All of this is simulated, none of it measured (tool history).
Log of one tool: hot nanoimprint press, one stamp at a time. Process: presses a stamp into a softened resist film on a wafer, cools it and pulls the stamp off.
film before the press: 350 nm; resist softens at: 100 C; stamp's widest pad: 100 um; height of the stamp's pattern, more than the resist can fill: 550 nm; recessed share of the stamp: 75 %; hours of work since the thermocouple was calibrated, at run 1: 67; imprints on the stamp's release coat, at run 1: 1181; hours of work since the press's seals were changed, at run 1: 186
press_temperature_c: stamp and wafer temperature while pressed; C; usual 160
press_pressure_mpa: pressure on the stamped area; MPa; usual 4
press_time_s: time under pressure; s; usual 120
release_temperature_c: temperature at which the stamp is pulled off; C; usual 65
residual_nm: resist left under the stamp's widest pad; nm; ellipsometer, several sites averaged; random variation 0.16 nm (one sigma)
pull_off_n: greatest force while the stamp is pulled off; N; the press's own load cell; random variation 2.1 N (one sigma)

| run | day | press_temperature_c | press_pressure_mpa | press_time_s | release_temperature_c | hours of work since the thermocouple was calibrated | imprints on the stamp's release coat | hours of work since the press's seals were changed | residual_nm | pull_off_n |
|---|---|---|---|---|---|---|---|---|---|---|
| 1 | 0 | 160 | 4 | 120 | 65 | 67 | 1181 | 186 | 153.3 | 130 |
| 2 | 0.188 | 160 | 4 | 120 | 65 | 70 | 1197 | 189 | 153.2 | 129 |
| 3 | 0.475 | 160 | 5.2 | 120 | 65 | 74 | 1221 | 193 | 132.6 | 130 |
| 4 | 0.762 | 160 | 5.2 | 120 | 65 | 78 | 1245 | 197 | 132.6 | 130 |
| 5 | 1.083 | 160 | 5.2 | 120 | 65 | 83 | 1273 | 202 | 132.6 | 131 |
| 6 | 1.529 | 160 | 5.2 | 120 | 65 | 90 | 1310 | 209 | 132.4 | 131 |
| 7 | 1.767 | 160 | 5.2 | 120 | 65 | 94 | 1330 | 212 | 132.4 | 130 |
| 8 | 2.092 | 160 | 3.98 | 120 | 65 | 98 | 1358 | 217 | 153.7 | 132 |
| 9 | 2.342 | 160 | 3.98 | 120 | 65 | 102 | 1379 | 221 | 153.6 | 136 |
| 10 | 2.721 | 160 | 3.98 | 120 | 65 | 108 | 1411 | 227 | 153.4 | 129 |
| 11 | 3.079 | 160 | 3.98 | 120 | 65 | 113 | 1441 | 232 | 153.4 | 129 |
| 12 | 3.367 | 160 | 4 | 120 | 65 | 118 | 1465 | 236 | 152.9 | 131 |
| 13 | 3.812 | 160 | 4 | 120 | 65 | 124 | 1503 | 243 | 153.2 | 130 |
| 14 | 4.2 | 160 | 4 | 120 | 65 | 130 | 1535 | 249 | 152.6 | 133 |
| 15 | 4.596 | 160 | 4 | 120 | 65 | 136 | 1569 | 255 | 153.1 | 133 |
| 16 | 4.792 | 150 | 4 | 119 | 65 | 139 | 1585 | 258 | 222.6 | 133 |
| 17 | 5.029 | 150 | 4 | 119 | 65 | 143 | 1605 | 261 | 222.6 | 130 |
| 18 | 5.433 | 163 | 4 | 120 | 65 | 149 | 1640 | 268 | 137 | 131 |
| 19 | 5.812 | 160 | 3.82 | 120 | 65 | 154 | 1672 | 273 | 157.1 | 128 |
| 20 | 6.179 | 160 | 3.82 | 120 | 65 | 160 | 1702 | 279 | 156.8 | 130 |
| 21 | 6.367 | 160 | 3.82 | 120 | 65 | 163 | 1718 | 282 | 157 | 135 |
|  | 6.638 | stamp cleaned and given a new release coat |
| 22 | 6.933 | 162 | 3.82 | 63 | 60 | 167 | 25 | 286 | 181 | 136 |
| 23 | 7.146 | 162 | 3.16 | 71 | 60 | 171 | 43 | 289 | 190.9 | 134 |
| 24 | 7.488 | 162 | 3.16 | 71 | 60 | 176 | 72 | 295 | 191.3 | 139 |
| 25 | 7.717 | 162 | 3.16 | 71 | 60 | 179 | 91 | 298 | 191.2 | 136 |
| 26 | 8.096 | 160 | 4.28 | 120 | 65 | 185 | 123 | 304 | 147.5 | 131 |
| 27 | 8.425 | 160 | 4.28 | 120 | 65 | 190 | 151 | 309 | 147.5 | 129 |
| 28 | 8.621 | 160 | 4.28 | 120 | 65 | 193 | 167 | 312 | 147.7 | 129 |
| 29 | 8.854 | 160 | 4.28 | 120 | 65 | 196 | 187 | 315 | 147.7 | 129 |
| 30 | 9.3 | 160 | 4.28 | 62 | 58 | 203 | 224 | 322 | 183.9 | 138 |

Forecast each of these 3 alternatives for the next run:
| A | 9.638 | 172 | 4 | 120 | 65 | 208 | 253 | 327 | ? | ? |
| B | 9.638 | 148 | 4 | 188 | 66 | 208 | 253 | 327 | ? | ? |
| C | 9.638 | 160 | 4.28 | 62 | 65 | 208 | 253 | 327 | ? | ? |

| run | residual_nm | pull_off_n |
|---|---|---|
| A | 100.3 | 130 |
| B | 210.9 | 127 |
| C | 183.5 | 131 |
Without the tool's hidden state the same runs would have given:
| run | residual_nm | pull_off_n |
|---|---|---|
| A | 100.3 | 130 |
| B | 210.9 | 127 |
| C | 183.5 | 131 |
